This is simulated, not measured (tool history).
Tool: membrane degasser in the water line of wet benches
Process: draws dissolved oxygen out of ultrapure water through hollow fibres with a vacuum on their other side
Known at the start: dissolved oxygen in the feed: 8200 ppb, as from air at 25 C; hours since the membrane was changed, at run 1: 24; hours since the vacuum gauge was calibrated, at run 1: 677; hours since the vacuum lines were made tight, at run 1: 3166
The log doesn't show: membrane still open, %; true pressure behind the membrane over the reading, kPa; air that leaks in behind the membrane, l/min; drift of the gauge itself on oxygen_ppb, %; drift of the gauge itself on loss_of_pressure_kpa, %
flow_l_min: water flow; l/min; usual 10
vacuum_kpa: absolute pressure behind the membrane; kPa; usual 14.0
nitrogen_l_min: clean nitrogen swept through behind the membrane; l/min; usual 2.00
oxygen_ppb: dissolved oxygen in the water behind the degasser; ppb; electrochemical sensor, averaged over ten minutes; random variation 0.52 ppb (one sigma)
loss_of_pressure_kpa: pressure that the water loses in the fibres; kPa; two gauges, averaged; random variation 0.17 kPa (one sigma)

run     day  flow_l_min  vacuum_kpa  nitrogen_l_min  hours since the membrane was changed  hours since the vacuum gauge was calibrated  hours since the vacuum lines were made tight  oxygen_ppb  loss_of_pressure_kpa
  1   0.000          10        14.0            2.00                                    24                                          677                                          3166       134.3                 27.06
  2   2.367          10        14.0            2.00                                    80                                          733                                          3222       135.3                 27.08
  3   4.004          10        14.0            2.00                                   120                                          773                                          3262       135.0                 27.31
  4   5.508          10        14.0            2.00                                   156                                          809                                          3298       135.0                 27.01
  5   8.046          10        14.0            2.00                                   217                                          870                                          3359       135.3                 26.98
  6   9.721          10        14.0            2.00                                   257                                          910                                          3399       135.1                 27.24
  7  12.358          10        14.0            2.00                                   320                                          973                                          3462       134.9                 27.06
  8  14.750          10        14.0            4.13                                   378                                         1031                                          3519        68.1                 27.20
     14.933  -- vacuum gauge calibrated
  9  16.396          10        14.0            4.13                                   417                                           35                                          3559        69.0                 27.13
 10  18.375          10        14.3            1.47                                   464                                           83                                          3606       186.4                 27.17
     21.117  -- vacuum gauge calibrated, once more
 11  21.154          10        14.3            1.47                                   530                                            1                                          3672       183.3                 27.49

Forecast run 12:
 12  24.096          10        14.3            1.47                                   601                                           72                                          3743           ?                     ?

{"run 12": {"oxygen_ppb": 183.5, "loss_of_pressure_kpa": 26.94}}
Without the tool's hidden state the same run would have given oxygen_ppb 181.3 ppb, loss_of_pressure_kpa 26.82 kPa.
